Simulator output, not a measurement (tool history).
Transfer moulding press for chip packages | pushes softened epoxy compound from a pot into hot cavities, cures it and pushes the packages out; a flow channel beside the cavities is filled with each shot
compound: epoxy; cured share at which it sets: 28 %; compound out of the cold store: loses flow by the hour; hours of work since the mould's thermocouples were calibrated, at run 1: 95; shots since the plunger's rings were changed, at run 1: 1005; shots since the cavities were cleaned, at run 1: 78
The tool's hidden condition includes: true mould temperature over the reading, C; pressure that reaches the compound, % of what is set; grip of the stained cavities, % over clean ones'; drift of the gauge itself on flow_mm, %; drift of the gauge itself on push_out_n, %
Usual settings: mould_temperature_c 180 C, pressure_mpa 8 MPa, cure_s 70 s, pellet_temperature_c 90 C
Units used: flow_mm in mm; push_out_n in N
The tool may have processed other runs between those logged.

run	hour	mould_temperature_c	pressure_mpa	cure_s	pellet_temperature_c	hours of work since the mould's thermocouples were calibrated	shots since the plunger's rings were changed	shots since the cavities were cleaned	incoming compound's hours out of the cold store	flow_mm	push_out_n
1	0	180	8	70	90	95	1005	78	14.4	545	498
2	5.6	180	8	70	90	99	1099	172	35.8	477	490
3	14.8	180	8.56	70	90	105	1253	326	34.3	500	553
4	19.4	180	6.32	70	90	109	1330	403	27.2	450	573
5	25.1	180	6.32	66	90	113	1426	499	34.7	428	655
6	31.7	180	8	70	90	117	1538	611	13.4	545	630
7	37.5	179	9.66	77	83	121	1635	708	47.6	491	521
8	43.8	180	7.83	70	90	126	1740	813	34.2	478	617
# hour 45.9: cavities cleaned with cleaning compound and waxed
9	52.3	187	8	70	94	131	1857	106	22.9	505	339
10	59.3	180	6.12	70	81	136	1976	225	36.1	410	522
11	64.3	180	6.12	70	81	139	2059	308	18.9	463	592
12	70.3	180	9.52	70	81	144	2160	409	44.3	494	564

For some of the steps in flow_mm from one run to the next: how much would appear even if the tool had no hidden state, given the settings, what came in and random variation, and how much remains for the hidden state plus any gauge scatter that the measured result and the result without hidden state don't share?
Run 5 -> 6: pressure_mpa 6.32 -> 8, cure_s 66 -> 70. flow_mm +117 mm: hidden state -3, all else +120.

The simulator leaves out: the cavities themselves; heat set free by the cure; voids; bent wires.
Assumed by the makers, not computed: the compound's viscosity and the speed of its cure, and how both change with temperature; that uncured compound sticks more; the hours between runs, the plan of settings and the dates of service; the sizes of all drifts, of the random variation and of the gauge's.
